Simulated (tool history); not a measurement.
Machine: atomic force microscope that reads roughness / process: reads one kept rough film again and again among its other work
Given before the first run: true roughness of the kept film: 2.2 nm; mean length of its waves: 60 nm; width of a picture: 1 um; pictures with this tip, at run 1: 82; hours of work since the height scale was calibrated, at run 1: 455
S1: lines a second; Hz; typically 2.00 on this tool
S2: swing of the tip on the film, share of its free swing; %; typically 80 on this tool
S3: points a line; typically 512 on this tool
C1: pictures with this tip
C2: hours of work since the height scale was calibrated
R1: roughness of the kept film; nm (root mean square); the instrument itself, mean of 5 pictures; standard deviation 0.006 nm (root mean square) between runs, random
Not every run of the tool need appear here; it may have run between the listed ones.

Run 1, hour 0.0: usual settings; C1 82; C2 455. Result: R1 1.923 nm (root mean square).
Run 2, hour 8.6: usual settings; C1 95; C2 462. Result: R1 1.912 nm (root mean square).
Run 3, hour 26.2: usual settings but S1 1.15 Hz; C1 123; C2 475. Result: R1 2.018 nm (root mean square).
Run 4, hour 34.6: usual settings but S1 1.15 Hz; C1 136; C2 481. Result: R1 2.014 nm (root mean square).
Run 5, hour 54.9: usual settings but S2 59 %; C1 168; C2 497. Result: R1 2.097 nm (root mean square).
Run 6, hour 72.4: usual settings but S2 59 %; C1 195; C2 510. Result: R1 2.085 nm (root mean square).
Run 7, hour 83.8: usual settings but S2 59 %; C1 213; C2 518. Result: R1 2.092 nm (root mean square).
Run 8, hour 97.7: usual settings but S2 59 %, S3 311; C1 235; C2 529. Result: R1 2.083 nm (root mean square).
Run 9, hour 116.2: usual settings but S2 59 %, S3 311; C1 264; C2 543. Result: R1 2.091 nm (root mean square).
Run 10, hour 127.2: usual settings but S2 59 %, S3 311; C1 281; C2 551. Result: R1 2.085 nm (root mean square).
Run 11, hour 145.8: usual settings; C1 310; C2 565. Result: R1 1.927 nm (root mean square).
Run 12, hour 156.7: usual settings but S1 2.32 Hz, S3 469; C1 328; C2 573. Result: R1 1.885 nm (root mean square).
At hour 158.9: new tip fitted.
Run 13, hour 168.1: usual settings but S1 2.26 Hz, S2 78 %, S3 414; C1 15; C2 582. Result: R1 1.923 nm (root mean square).
Run 14, hour 179.8: usual settings but S1 2.26 Hz, S2 78 %, S3 414; C1 33; C2 591. Result: R1 1.913 nm (root mean square).
Run 15, hour 191.2: usual settings but S1 1.21 Hz, S2 70 %, S3 506; C1 51; C2 599. Result: R1 2.083 nm (root mean square).
Run 16, hour 208.2: usual settings but S1 1.55 Hz, S2 87 %, S3 506; C1 78; C2 612. Result: R1 1.899 nm (root mean square).
Run 17, hour 227.7: usual settings but S1 1.55 Hz, S2 87 %, S3 1005; C1 108; C2 627. Result: R1 1.906 nm (root mean square).

What will run 18 give?
Run 18, hour 244.7: usual settings but S1 1.55 Hz, S2 77 %, S3 1005; C1 135; C2 640. Result: R1 ?.

Run 18 came out at R1 2.004 nm (root mean square).
If the tool had no hidden condition, the same run with the same run-to-run variation would have returned R1 2.005 nm (root mean square).
